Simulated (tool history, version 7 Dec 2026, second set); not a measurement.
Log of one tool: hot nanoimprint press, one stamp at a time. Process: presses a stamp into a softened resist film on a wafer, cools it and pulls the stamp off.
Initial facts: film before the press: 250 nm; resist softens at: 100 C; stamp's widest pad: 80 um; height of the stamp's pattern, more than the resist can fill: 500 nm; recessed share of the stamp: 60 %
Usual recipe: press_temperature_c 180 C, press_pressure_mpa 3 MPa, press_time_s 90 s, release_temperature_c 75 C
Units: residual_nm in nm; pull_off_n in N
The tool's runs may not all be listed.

run	day	press_temperature_c	press_pressure_mpa	press_time_s	release_temperature_c	residual_nm	pull_off_n
1	0	180	3	90	75	105.5	139
2	0.592	180	3	45	75	137	137
# day 1.15: stamp cleaned and given a new release coat
3	1.321	180	3	45	75	137.1	107
4	2.158	180	3	90	75	105	101
5	2.712	180	3	90	61	105.1	140
6	3.625	180	3	90	61	105.4	145
7	4.512	180	3	90	61	104.3	152
8	5.083	180	3	90	61	105.1	148
9	5.5	180	3	90	75	104.7	108
10	6.054	175	3	90	75	133.2	107
11	6.754	169	3	90	75	172.1	106
12	7.712	169	2.12	90	62	187.4	157
13	8.683	179	3	90	75	108.9	112
14	9.388	179	3	90	75	109.6	115
15	10.1	180	1.96	90	72	123	121
16	11.054	180	3	137	75	86.7	113
17	11.862	173	1.89	81	78	172.5	109
18	12.888	173	1.89	81	78	171.8	107
19	13.496	180	3	82	68	107.2	141
20	14.296	180	2.08	90	75	119.9	120
21	14.842	180	2.65	60	75	126.6	119
22	15.304	186	2.65	60	78	95.7	115

Hidden state or all else? Some run-to-run changes of residual_nm, split into what the settings, what came in and random variation would give without the hidden state, and what is left for the hidden state (with any gauge scatter that isn't in both results):
Hidden state at play: true temperature over the reading, C; pressure that arrives at the usual setting, %; grip of the stamp's worn release coat, % over a new coat's; drift of the gauge itself on residual_nm, %; drift of the gauge itself on pull_off_n, %.
Run 12 -> 13: press_temperature_c 169 -> 179, press_pressure_mpa 2.12 -> 3, release_temperature_c 62 -> 75. residual_nm -78.5 nm: hidden state +0.1, all else -78.6.
Run 16 -> 17: press_temperature_c 180 -> 173, press_pressure_mpa 3 -> 1.89, press_time_s 137 -> 81, release_temperature_c 75 -> 78. residual_nm +85.8 nm: hidden state -1.1, all else +86.9.
Run 21 -> 22: press_temperature_c 180 -> 186, release_temperature_c 75 -> 78. residual_nm -30.9 nm: hidden state +0.6, all else -31.5.
